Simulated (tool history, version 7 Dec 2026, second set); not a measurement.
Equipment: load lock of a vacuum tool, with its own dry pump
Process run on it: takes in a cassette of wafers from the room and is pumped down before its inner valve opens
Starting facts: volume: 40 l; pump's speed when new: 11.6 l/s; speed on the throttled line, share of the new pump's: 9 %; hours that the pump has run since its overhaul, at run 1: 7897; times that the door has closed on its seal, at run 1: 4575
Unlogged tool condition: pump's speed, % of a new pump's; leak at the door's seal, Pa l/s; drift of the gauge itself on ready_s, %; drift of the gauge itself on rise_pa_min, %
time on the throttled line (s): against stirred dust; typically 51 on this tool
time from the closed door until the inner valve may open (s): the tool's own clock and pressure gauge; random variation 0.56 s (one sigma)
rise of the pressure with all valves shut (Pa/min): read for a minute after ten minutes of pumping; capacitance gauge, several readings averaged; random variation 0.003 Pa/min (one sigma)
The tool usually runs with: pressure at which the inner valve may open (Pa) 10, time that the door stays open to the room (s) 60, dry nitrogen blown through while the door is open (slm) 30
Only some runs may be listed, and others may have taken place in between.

run    hour  time on the throttled line (s)  pressure at which the inner valve may open (Pa)  time that the door stays open to the room (s)  dry nitrogen blown through while the door is open (slm)  hours that the pump has run since its overhaul  times that the door has closed on its seal  incoming humidity of the room's air, %  time from the closed door until the inner valve may open (s)  rise of the pressure with all valves shut (Pa/min)
  1       0                              51                                               10                                             60                                                       30                                            7897                                        4575                                    42.8                                                          78.1                                               0.029
  2   141.6                              51                                               10                                             60                                                       30                                            8039                                        4737                                      46                                                          77.8                                               0.029
  3   209.4                              51                                               10                                             60                                                       30                                            8107                                        4815                                    47.5                                                          78.1                                               0.034
  4   325.2                              51                                               10                                             60                                                       30                                            8222                                        4948                                    47.3                                                          78.2                                               0.032
  5   463.9                              69                                               10                                             60                                                       30                                            8361                                        5107                                    43.8                                                          94.1                                               0.031
  6   589.9                              69                                               10                                             68                                                       30                                            8487                                        5251                                    41.4                                                          96.3                                               0.027
  7   691.6                              69                                               10                                             68                                                       30                                            8589                                        5368                                    43.5                                                          95.5                                               0.035
  8   773.7                              51                                               10                                             60                                                       30                                            8671                                        5462                                    42.8                                                            78                                               0.035
  9   843.1                              51                                               10                                             60                                                       30                                            8740                                        5542                                    46.1                                                          78.6                                               0.032
 10   935.3                              51                                               10                                             60                                                       30                                            8833                                        5647                                    45.4                                                          78.2                                               0.031
 11  1029.4                              51                                               10                                             72                                                       30                                            8927                                        5755                                    47.5                                                          78.7                                               0.037
 12  1095.7                              51                                               10                                             72                                                       30                                            8993                                        5831                                    41.6                                                          79.1                                               0.033
 13  1214.8                              51                                               10                                             60                                                       30                                            9112                                        5968                                    40.1                                                          78.5                                               0.033
 14  1288.5                              51                                               10                                             60                                                       30                                            9186                                        6052                                    46.6                                                          78.9                                               0.032
 15  1431.7                              51                                               10                                             60                                                       30                                            9329                                        6217                                    46.7                                                          77.1                                               0.031
 16  1521.6                              51                                               10                                             60                                                       30                                            9419                                        6320                                    44.4                                                          77.7                                               0.033
 17  1647.7                              34                                               10                                             60                                                       30                                            9545                                        6464                                      43                                                          62.9                                               0.031
 18  1791.6                              38                                               10                                             60                                                       19                                            9689                                        6629                                    46.3                                                          66.6                                                0.04
 19  1908.8                              51                                               12                                             99                                                       11                                            9806                                        6764                                    44.2                                                          77.5                                               0.061
 20  1987.2                              50                                               10                                             60                                                       14                                            9884                                        6854                                    47.9                                                            78                                               0.045
 21  2050.1                              50                                               13                                             51                                                       14                                            9947                                        6926                                    44.9                                                          76.1                                               0.042
 22  2185.4                              51                                               16                                             60                                                       14                                           10083                                        7081                                    46.6                                                          76.7                                               0.046
 23  2283.6                              51                                               16                                            122                                                       14                                           10181                                        7194                                    48.7                                                          76.8                                               0.067
 24  2356.2                              50                                               16                                            202                                                       14                                           10253                                        7277                                    47.7                                                            76                                               0.082
 25  2466.4                              91                                               10                                             60                                                        6                                           10364                                        7403                                    43.4                                                         116.5                                               0.057

Run 26 comes next. What will it give?
 26  2597.1                              28                                               10                                             60                                                        6                                           10494                                        7553                                    47.2                                                             ?                                                   ?

Run 26 gave time from the closed door until the inner valve may open (s) 57.2, rise of the pressure with all valves shut (Pa/min) 0.061.
With no hidden state in the tool, this same run would have given time from the closed door until the inner valve may open (s) 57.2, rise of the pressure with all valves shut (Pa/min) 0.061.
